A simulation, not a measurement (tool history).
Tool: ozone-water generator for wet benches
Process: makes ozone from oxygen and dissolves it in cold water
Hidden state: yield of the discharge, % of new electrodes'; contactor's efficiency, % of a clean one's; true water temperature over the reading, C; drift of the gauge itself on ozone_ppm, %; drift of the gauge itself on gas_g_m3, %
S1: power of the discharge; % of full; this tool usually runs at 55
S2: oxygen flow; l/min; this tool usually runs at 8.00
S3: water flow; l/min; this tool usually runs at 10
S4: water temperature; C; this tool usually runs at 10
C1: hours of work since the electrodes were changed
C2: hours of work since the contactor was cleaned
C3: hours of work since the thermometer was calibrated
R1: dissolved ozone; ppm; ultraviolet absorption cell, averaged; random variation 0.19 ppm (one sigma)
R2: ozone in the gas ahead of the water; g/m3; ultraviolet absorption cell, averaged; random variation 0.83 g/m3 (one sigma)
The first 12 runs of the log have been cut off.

{"run": 13, "hour": 1140.6, "S1": 55, "S2": 8.0, "S3": 10, "S4": 13, "C1": 5277, "C2": 1053, "C3": 2019, "R1": 22.9, "R2": 126.3}
{"run": 14, "hour": 1237.6, "S1": 55, "S2": 4.81, "S3": 10, "S4": 10, "C1": 5366, "C2": 1142, "C3": 2108, "R1": 27.0, "R2": 169.6}
{"run": 15, "hour": 1367.9, "S1": 55, "S2": 4.81, "S3": 10, "S4": 10, "C1": 5487, "C2": 1262, "C3": 2228, "R1": 27.2, "R2": 168.8}
{"run": 16, "hour": 1445.8, "S1": 55, "S2": 4.81, "S3": 10, "S4": 10, "C1": 5558, "C2": 1334, "C3": 2300, "R1": 26.9, "R2": 170.1}
{"run": 17, "hour": 1520.5, "S1": 46, "S2": 4.86, "S3": 8, "S4": 16, "C1": 5627, "C2": 1403, "C3": 2369, "R1": 24.7, "R2": 150.1}
{"hour": 1531.0, "done": "contactor cleaned"}
{"run": 18, "hour": 1628.9, "S1": 46, "S2": 4.86, "S3": 16, "S4": 6, "C1": 5724, "C2": 90, "C3": 2466, "R1": 17.7, "R2": 151.3}
{"run": 19, "hour": 1724.8, "S1": 46, "S2": 4.86, "S3": 16, "S4": 6, "C1": 5812, "C2": 179, "C3": 2554, "R1": 17.8, "R2": 151.7}
{"run": 20, "hour": 1810.5, "S1": 80, "S2": 8.0, "S3": 15, "S4": 10, "C1": 5891, "C2": 258, "C3": 2633, "R1": 23.4, "R2": 157.7}

What will run 21 give?
{"run": 21, "hour": 1900.3, "S1": 80, "S2": 8.0, "S3": 15, "S4": 10, "C1": 5974, "C2": 341, "C3": 2716, "R1": "?", "R2": "?"}

R1: 23.6 ppm
R2: 156.5 g/m3
Take away the tool's hidden state, keep the run-to-run variation as it was, and the same run would have given R1 26.3 ppm, R2 169.0 g/m3.

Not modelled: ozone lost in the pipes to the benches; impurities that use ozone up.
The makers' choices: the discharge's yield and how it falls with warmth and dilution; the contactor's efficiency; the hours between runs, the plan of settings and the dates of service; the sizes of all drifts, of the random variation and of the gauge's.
